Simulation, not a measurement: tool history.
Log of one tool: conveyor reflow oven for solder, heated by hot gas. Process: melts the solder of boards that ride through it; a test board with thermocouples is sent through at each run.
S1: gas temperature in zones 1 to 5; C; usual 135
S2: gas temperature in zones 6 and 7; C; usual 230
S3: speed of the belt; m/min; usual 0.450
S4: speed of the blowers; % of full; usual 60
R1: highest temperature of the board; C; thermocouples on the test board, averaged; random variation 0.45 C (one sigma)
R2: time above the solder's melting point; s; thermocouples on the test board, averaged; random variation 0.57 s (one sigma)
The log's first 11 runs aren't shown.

| run | hour | S1 | S2 | S3 | S4 | R1 | R2 |
|---|---|---|---|---|---|---|---|
|  | 602.4 | flux residue cleaned out of gas plates and filters, once more |
| 12 | 621.8 | 135 | 230 | 0.476 | 60 | 201.9 | 38.0 |
| 13 | 660.6 | 135 | 230 | 0.476 | 60 | 202.6 | 39.4 |
| 14 | 715.4 | 135 | 230 | 0.476 | 60 | 201.5 | 39.2 |
| 15 | 781.5 | 127 | 230 | 0.450 | 60 | 200.9 | 37.5 |
| 16 | 851.7 | 132 | 223 | 0.534 | 84 | 195.0 | 24.7 |
| 17 | 904.3 | 129 | 230 | 0.393 | 60 | 205.6 | 52.2 |
| 18 | 948.0 | 129 | 230 | 0.393 | 54 | 204.5 | 49.5 |
| 19 | 1001.0 | 135 | 245 | 0.377 | 60 | 220.4 | 74.5 |
|  | 1039.1 | belt drive overhauled, speed set with a stopwatch |
| 20 | 1075.6 | 135 | 235 | 0.440 | 60 | 205.6 | 45.5 |
| 21 | 1115.0 | 120 | 228 | 0.440 | 60 | 195.5 | 27.0 |

Forecast run 22:
| 22 | 1171.5 | 120 | 228 | 0.440 | 60 | ? | ? |

{"run 22": {"R1": 195.8, "R2": 27.3}}
Without the tool's hidden state the same run would have given R1 201.7 C, R2 36.7 s.
